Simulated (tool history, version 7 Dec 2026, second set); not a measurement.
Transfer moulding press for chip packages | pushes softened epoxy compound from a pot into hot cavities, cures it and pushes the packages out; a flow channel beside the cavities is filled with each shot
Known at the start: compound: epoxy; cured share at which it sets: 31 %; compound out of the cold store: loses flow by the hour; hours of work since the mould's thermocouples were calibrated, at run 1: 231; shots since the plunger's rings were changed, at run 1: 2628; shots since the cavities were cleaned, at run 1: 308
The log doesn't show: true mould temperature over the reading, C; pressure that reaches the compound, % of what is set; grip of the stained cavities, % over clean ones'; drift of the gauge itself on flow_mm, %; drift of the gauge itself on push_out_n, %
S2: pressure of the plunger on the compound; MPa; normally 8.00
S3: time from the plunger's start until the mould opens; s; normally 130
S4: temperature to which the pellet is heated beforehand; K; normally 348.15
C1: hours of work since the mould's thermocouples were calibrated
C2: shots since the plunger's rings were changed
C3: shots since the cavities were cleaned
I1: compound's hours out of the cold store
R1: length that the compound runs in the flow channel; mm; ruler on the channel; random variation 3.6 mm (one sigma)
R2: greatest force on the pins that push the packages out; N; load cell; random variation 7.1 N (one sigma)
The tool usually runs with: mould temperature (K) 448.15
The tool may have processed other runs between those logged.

{"run": 1, "hour": 0.0, "mould temperature (K)": 448.15, "S2": 8.0, "S3": 130, "S4": 348.15, "C1": 231, "C2": 2628, "C3": 308, "I1": 26.4, "R1": 754, "R2": 448}
{"run": 2, "hour": 33.5, "mould temperature (K)": 448.15, "S2": 8.0, "S3": 130, "S4": 348.15, "C1": 252, "C2": 2937, "C3": 617, "I1": 44.4, "R1": 670, "R2": 531}
{"hour": 55.4, "done": "cavities cleaned with cleaning compound and waxed"}
{"run": 3, "hour": 76.9, "mould temperature (K)": 448.15, "S2": 8.0, "S3": 130, "S4": 348.15, "C1": 278, "C2": 3324, "C3": 199, "I1": 42.6, "R1": 676, "R2": 621}
{"hour": 83.7, "done": "plunger's sealing rings changed"}
{"run": 4, "hour": 123.7, "mould temperature (K)": 448.15, "S2": 8.0, "S3": 130, "S4": 348.15, "C1": 306, "C2": 369, "C3": 607, "I1": 27.2, "R1": 779, "R2": 674}
{"hour": 146.8, "done": "cavities cleaned with cleaning compound and waxed"}
{"hour": 165.6, "done": "cavities cleaned with cleaning compound and waxed, once more"}
{"run": 5, "hour": 172.5, "mould temperature (K)": 448.15, "S2": 8.25, "S3": 130, "S4": 348.15, "C1": 335, "C2": 792, "C3": 64, "I1": 10.7, "R1": 866, "R2": 369}
{"hour": 251.4, "done": "cavities cleaned with cleaning compound and waxed"}
{"run": 6, "hour": 251.4, "mould temperature (K)": 448.15, "S2": 8.25, "S3": 130, "S4": 348.15, "C1": 383, "C2": 1505, "C3": 0, "I1": 38.5, "R1": 724, "R2": 296}
{"run": 7, "hour": 297.8, "mould temperature (K)": 448.15, "S2": 8.25, "S3": 130, "S4": 348.15, "C1": 412, "C2": 1933, "C3": 428, "I1": 21.4, "R1": 799, "R2": 518}
{"hour": 340.2, "done": "cavities cleaned with cleaning compound and waxed"}
{"run": 8, "hour": 372.8, "mould temperature (K)": 448.15, "S2": 8.25, "S3": 130, "S4": 348.15, "C1": 458, "C2": 2611, "C3": 301, "I1": 18.0, "R1": 809, "R2": 457}
{"hour": 426.9, "done": "cavities cleaned with cleaning compound and waxed"}
{"run": 9, "hour": 426.9, "mould temperature (K)": 448.15, "S2": 8.25, "S3": 130, "S4": 348.15, "C1": 491, "C2": 3096, "C3": 0, "I1": 32.3, "R1": 738, "R2": 313}
{"hour": 460.6, "done": "plunger's sealing rings changed"}
{"run": 10, "hour": 478.0, "mould temperature (K)": 448.15, "S2": 8.0, "S3": 130, "S4": 348.15, "C1": 521, "C2": 160, "C3": 448, "I1": 34.4, "R1": 750, "R2": 500}
{"hour": 519.6, "done": "cavities cleaned with cleaning compound and waxed"}
{"run": 11, "hour": 536.2, "mould temperature (K)": 446.15, "S2": 6.82, "S3": 130, "S4": 350.15, "C1": 556, "C2": 683, "C3": 153, "I1": 26.3, "R1": 720, "R2": 461}
{"run": 12, "hour": 598.8, "mould temperature (K)": 446.15, "S2": 6.82, "S3": 130, "S4": 350.15, "C1": 595, "C2": 1260, "C3": 730, "I1": 12.6, "R1": 781, "R2": 705}
{"hour": 610.8, "done": "cavities cleaned with cleaning compound and waxed"}
{"run": 13, "hour": 645.8, "mould temperature (K)": 452.15, "S2": 6.82, "S3": 115, "S4": 350.15, "C1": 624, "C2": 1680, "C3": 323, "I1": 13.5, "R1": 755, "R2": 499}
{"run": 14, "hour": 683.4, "mould temperature (K)": 448.15, "S2": 7.39, "S3": 130, "S4": 348.15, "C1": 647, "C2": 2027, "C3": 670, "I1": 37.1, "R1": 688, "R2": 595}
{"hour": 697.9, "done": "cavities cleaned with cleaning compound and waxed"}
{"run": 15, "hour": 717.1, "mould temperature (K)": 448.15, "S2": 8.0, "S3": 126, "S4": 348.15, "C1": 667, "C2": 2324, "C3": 177, "I1": 46.7, "R1": 681, "R2": 409}
{"run": 16, "hour": 751.0, "mould temperature (K)": 442.15, "S2": 9.34, "S3": 135, "S4": 341.15, "C1": 689, "C2": 2636, "C3": 489, "I1": 33.7, "R1": 794, "R2": 716}
{"hour": 786.6, "done": "cavities cleaned with cleaning compound and waxed"}
{"run": 17, "hour": 791.5, "mould temperature (K)": 448.15, "S2": 7.05, "S3": 116, "S4": 339.15, "C1": 713, "C2": 2995, "C3": 45, "I1": 23.8, "R1": 723, "R2": 433}
{"hour": 832.3, "done": "plunger's sealing rings changed"}
{"run": 18, "hour": 863.7, "mould temperature (K)": 448.15, "S2": 7.05, "S3": 116, "S4": 339.15, "C1": 756, "C2": 289, "C3": 688, "I1": 35.3, "R1": 700, "R2": 716}
{"hour": 879.2, "done": "cavities cleaned with cleaning compound and waxed"}
{"run": 19, "hour": 928.2, "mould temperature (K)": 453.15, "S2": 7.55, "S3": 113, "S4": 341.15, "C1": 796, "C2": 871, "C3": 452, "I1": 20.1, "R1": 777, "R2": 540}
{"hour": 970.0, "done": "cavities cleaned with cleaning compound and waxed"}
{"run": 20, "hour": 982.9, "mould temperature (K)": 448.15, "S2": 8.0, "S3": 170, "S4": 350.15, "C1": 829, "C2": 1361, "C3": 119, "I1": 36.4, "R1": 730, "R2": 324}

Below are 5 alternative next runs, each starting from the tool's condition after run 20. Predict each:
{"hour": 1013.9, "done": "mould's thermocouples calibrated"}
{"run": "A", "hour": 1051.4, "mould temperature (K)": 443.15, "S2": 8.9, "S3": 130, "S4": 348.15, "C1": 23, "C2": 1975, "C3": 733, "I1": 38.9, "R1": "?", "R2": "?"}
{"hour": 1013.9, "done": "mould's thermocouples calibrated"}
{"run": "B", "hour": 1051.4, "mould temperature (K)": 455.15, "S2": 7.66, "S3": 170, "S4": 350.15, "C1": 23, "C2": 1975, "C3": 733, "I1": 42.3, "R1": "?", "R2": "?"}
{"hour": 1013.9, "done": "mould's thermocouples calibrated"}
{"run": "C", "hour": 1051.4, "mould temperature (K)": 444.15, "S2": 8.78, "S3": 130, "S4": 345.15, "C1": 23, "C2": 1975, "C3": 733, "I1": 23.7, "R1": "?", "R2": "?"}
{"hour": 1013.9, "done": "mould's thermocouples calibrated"}
{"run": "D", "hour": 1051.4, "mould temperature (K)": 448.15, "S2": 6.28, "S3": 165, "S4": 350.15, "C1": 23, "C2": 1975, "C3": 733, "I1": 29.1, "R1": "?", "R2": "?"}
{"hour": 1013.9, "done": "mould's thermocouples calibrated"}
{"run": "E", "hour": 1051.4, "mould temperature (K)": 441.15, "S2": 9.1, "S3": 146, "S4": 348.15, "C1": 23, "C2": 1975, "C3": 733, "I1": 15.5, "R1": "?", "R2": "?"}

run=A R1=760 R2=736
run=B R1=662 R2=487
run=C R1=827 R2=684
run=D R1=663 R2=509
run=E R1=886 R2=694
Stripped of hidden state, with their random variation kept, the same runs would have yielded:
run=A R1=782 R2=376
run=B R1=681 R2=251
run=C R1=852 R2=351
run=D R1=683 R2=266
run=E R1=912 R2=355
